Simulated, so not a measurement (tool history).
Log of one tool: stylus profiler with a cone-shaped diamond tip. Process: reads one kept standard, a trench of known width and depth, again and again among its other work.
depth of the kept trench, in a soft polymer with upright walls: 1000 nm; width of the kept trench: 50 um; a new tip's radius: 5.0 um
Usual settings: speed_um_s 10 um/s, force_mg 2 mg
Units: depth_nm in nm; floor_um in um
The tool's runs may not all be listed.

run      day  speed_um_s  force_mg  depth_nm  floor_um
  1        0          10         2   1008.69     41.57
  2     3.15          10         2    1008.5     41.45
  3    7.062           4         2   1008.26     41.47
  4   12.104          10         2   1008.46     41.25
  5   16.858          10         2   1008.39     41.16
  6   20.692          10         2    1007.9     41.06
  7   25.146          10         2   1007.91     40.88
  8   27.646          10         2   1008.04     40.91
  9   31.625          10         2   1008.03     40.73
 10   36.142          10         2   1007.89     40.68
 11   39.042          10      4.96   1016.49     40.65
 12   41.442          10      4.96   1016.53     40.59
 13   44.167          10      4.96   1016.74     40.45
 14   46.792          10      4.96   1015.93     40.45
 15   50.412           3         2   1007.29     40.35
 16   53.212          10         2   1007.51     40.25
 17   57.333          10         2   1006.89     40.21
 18   61.938          10         2   1007.16     40.06
 19   66.996           3       4.4   1014.24     40.04
 20   69.538           4      1.35   1004.69     39.92
 21   74.617           4      1.35   1004.33      39.9
 22   77.458          13      0.72   1001.37     39.68
 23   79.696           8      3.61   1011.71     39.72
 24   82.454           8      0.99   1002.63     39.65
 25   85.583           8      0.99   1003.27     39.52
       85.95  -- height scale calibrated on a step standard
 26   87.825           8      0.99    999.74     39.53
 27   91.025           8      0.99   1000.23     39.46
 28   93.292          10       2.1   1004.46     39.45
 29   97.921           6      2.47   1005.21     39.36
     100.375  -- height scale calibrated on a step standard, once more
 30  103.062          30      0.92   1005.84        39
 31  108.071          10      1.58   1008.45     39.13
 32  112.862          10      1.58   1008.63     39.01
 33  116.733           9      0.81    1005.4     38.96
 34  120.062           9      0.81   1005.09     38.88
 35  122.225           5      2.51   1011.05     38.84
 36  125.092           3      5.77   1019.83     38.87

5 ways to go on from here, each from the tool as it stands after run 36. What would each give?
  A  130.021           2      0.82         ?         ?
  B  130.021           3      4.68         ?         ?
  C  130.021           9      4.31         ?         ?
  D  130.021          38      3.22         ?         ?
  E  130.021          30         2         ?         ?

run  depth_nm  floor_um
  A   1004.59     38.73
  B   1017.49     38.75
  C   1016.48     38.73
  D   1013.71     38.56
  E    1009.3     38.62
Without the tool's hidden state the same runs would have given:
run  depth_nm  floor_um
  A   1005.57     43.96
  B   1018.49     43.98
  C   1017.48     43.96
  D    1014.7     43.79
  E   1010.29     43.85
